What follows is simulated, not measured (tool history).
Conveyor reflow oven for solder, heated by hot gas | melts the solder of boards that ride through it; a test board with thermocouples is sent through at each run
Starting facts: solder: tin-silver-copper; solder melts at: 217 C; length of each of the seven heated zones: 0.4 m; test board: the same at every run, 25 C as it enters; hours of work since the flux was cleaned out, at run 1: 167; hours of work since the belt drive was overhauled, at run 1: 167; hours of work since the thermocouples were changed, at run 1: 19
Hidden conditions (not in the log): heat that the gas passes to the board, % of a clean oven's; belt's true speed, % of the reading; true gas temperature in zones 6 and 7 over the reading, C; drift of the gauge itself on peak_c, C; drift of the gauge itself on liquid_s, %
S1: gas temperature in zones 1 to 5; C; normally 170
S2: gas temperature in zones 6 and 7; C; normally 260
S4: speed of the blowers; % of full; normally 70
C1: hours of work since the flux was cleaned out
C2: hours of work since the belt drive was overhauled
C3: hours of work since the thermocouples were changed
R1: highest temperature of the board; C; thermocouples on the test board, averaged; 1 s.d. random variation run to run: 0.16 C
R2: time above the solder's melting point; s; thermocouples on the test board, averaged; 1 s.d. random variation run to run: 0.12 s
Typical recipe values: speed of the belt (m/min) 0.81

Run 1, day 0: usual settings; C1 167; C2 167; C3 19. Result: R1 247.4 C, R2 41.1 s.
Run 2, day 0.692: usual settings; C1 177; C2 177; C3 30. Result: R1 247.6 C, R2 41.2 s.
Run 3, day 1.079: usual settings; C1 184; C2 184; C3 36. Result: R1 247.3 C, R2 41.1 s.
Run 4, day 1.817: usual settings; C1 195; C2 195; C3 48. Result: R1 247.3 C, R2 41 s.
Run 5, day 2.342: usual settings; C1 203; C2 203; C3 56. Result: R1 247.1 C, R2 41.1 s.
Run 6, day 2.925: usual settings; C1 212; C2 212; C3 65. Result: R1 247.2 C, R2 41.1 s.
Run 7, day 3.45: usual settings but S1 175 C; C1 221; C2 221; C3 73. Result: R1 248.1 C, R2 43 s.
Run 8, day 4.012: usual settings but S1 175 C; C1 230; C2 230; C3 82. Result: R1 248 C, R2 42.9 s.
Run 9, day 4.329: usual settings but S1 175 C; C1 234; C2 234; C3 87. Result: R1 248 C, R2 42.9 s.
Run 10, day 4.921: usual settings; C1 244; C2 244; C3 96. Result: R1 247.2 C, R2 41 s.
Run 11, day 5.617: usual settings; C1 255; C2 255; C3 107. Result: R1 247.2 C, R2 41 s.
Run 12, day 5.962: usual settings; C1 260; C2 260; C3 112. Result: R1 247.4 C, R2 41.1 s.
At day 6.229: flux residue cleaned out of gas plates and filters.
Run 13, day 6.792: usual settings; C1 9; C2 270; C3 122. Result: R1 246.8 C, R2 40.5 s.
Run 14, day 7.2: usual settings but S4 76 % of full; C1 15; C2 276; C3 129. Result: R1 247.7 C, R2 41.4 s.
Run 15, day 7.558: usual settings but S4 76 % of full; C1 21; C2 282; C3 134. Result: R1 247.7 C, R2 41.6 s.
At day 8.262: flux residue cleaned out of gas plates and filters, once more.
Run 16, day 8.508: usual settings but S4 76 % of full; C1 4; C2 293; C3 146. Result: R1 249.4 C, R2 42.8 s.
Run 17, day 9.262: usual settings but S4 76 % of full; C1 16; C2 305; C3 158. Result: R1 249.3 C, R2 42.8 s.
Run 18, day 9.804: usual settings but S1 159 C, S2 264 C, speed of the belt (m/min) 0.735, S4 69 % of full; C1 24; C2 314; C3 166. Result: R1 253.2 C, R2 47.2 s.
Run 19, day 10.558: usual settings but S1 159 C, S2 264 C, speed of the belt (m/min) 0.735, S4 69 % of full; C1 36; C2 325; C3 178. Result: R1 252.7 C, R2 47 s.
Run 20, day 11.062: usual settings but S1 175 C, S2 264 C, speed of the belt (m/min) 0.682, S4 69 % of full; C1 44; C2 333; C3 186. Result: R1 256.5 C, R2 57.6 s.
Run 21, day 11.421: usual settings but S1 185 C, S2 264 C, speed of the belt (m/min) 0.783, S4 69 % of full; C1 50; C2 339; C3 191. Result: R1 254.8 C, R2 51.5 s.
Run 22, day 11.833: usual settings but S1 160 C, S2 271 C, speed of the belt (m/min) 0.815, S4 69 % of full; C1 56; C2 345; C3 198. Result: R1 256.5 C, R2 43.4 s.
Run 23, day 12.333: usual settings but S1 160 C, S2 271 C, speed of the belt (m/min) 0.815, S4 69 % of full; C1 64; C2 353; C3 206. Result: R1 256.3 C, R2 43.3 s.
Run 24, day 12.804: usual settings but S1 160 C, S2 265 C, speed of the belt (m/min) 0.663, S4 69 % of full; C1 71; C2 361; C3 213. Result: R1 257 C, R2 55.4 s.
Run 25, day 13.275: usual settings but S1 160 C, S2 265 C, speed of the belt (m/min) 0.663, S4 69 % of full; C1 79; C2 368; C3 220. Result: R1 256.6 C, R2 55.5 s.
Run 26, day 13.642: usual settings but S1 160 C, S2 265 C, speed of the belt (m/min) 0.663, S4 69 % of full; C1 84; C2 374; C3 226. Result: R1 256.6 C, R2 55.3 s.
Run 27, day 14.196: usual settings but S1 163 C, S2 272 C, speed of the belt (m/min) 0.969, S4 67 % of full; C1 93; C2 382; C3 235. Result: R1 250.9 C, R2 33.4 s.
Run 28, day 14.958: usual settings but S1 172 C, S2 274 C, speed of the belt (m/min) 0.847, S4 73 % of full; C1 105; C2 394; C3 247. Result: R1 260.3 C, R2 46.3 s.
Run 29, day 15.6: usual settings but speed of the belt (m/min) 0.804, S4 86 % of full; C1 115; C2 404; C3 257. Result: R1 250.9 C, R2 44.5 s.
Run 30, day 15.975: usual settings but S1 176 C, S2 266 C, speed of the belt (m/min) 0.748; C1 121; C2 410; C3 263. Result: R1 256.5 C, R2 52.3 s.

Hidden condition of the tool, last listed run before each entry between runs versus first listed run after:
Logged between run 12 and run 13: flux residue cleaned out of gas plates and filters (day 6.229)
  heat that the gas passes to the board, % of a clean oven's: 94.4 -> 91.8; belt's true speed, % of the reading: 99.62 -> 99.61; true gas temperature in zones 6 and 7 over the reading, C: 0.97 -> 1.01
  what was measured, less what the result would be without the hidden state, R1: -0.1 -> -0.7 C; R2: -0.3 -> -0.8 s
Logged between run 15 and run 16: flux residue cleaned out of gas plates and filters, once more (day 8.262)
  heat that the gas passes to the board, % of a clean oven's: 91.6 -> 99; belt's true speed, % of the reading: 99.59 -> 99.58; true gas temperature in zones 6 and 7 over the reading, C: 1.05 -> 1.08
  what was measured, less what the result would be without the hidden state, R1: -0.7 -> +0.9 C; R2: -0.8 -> +0.6 s

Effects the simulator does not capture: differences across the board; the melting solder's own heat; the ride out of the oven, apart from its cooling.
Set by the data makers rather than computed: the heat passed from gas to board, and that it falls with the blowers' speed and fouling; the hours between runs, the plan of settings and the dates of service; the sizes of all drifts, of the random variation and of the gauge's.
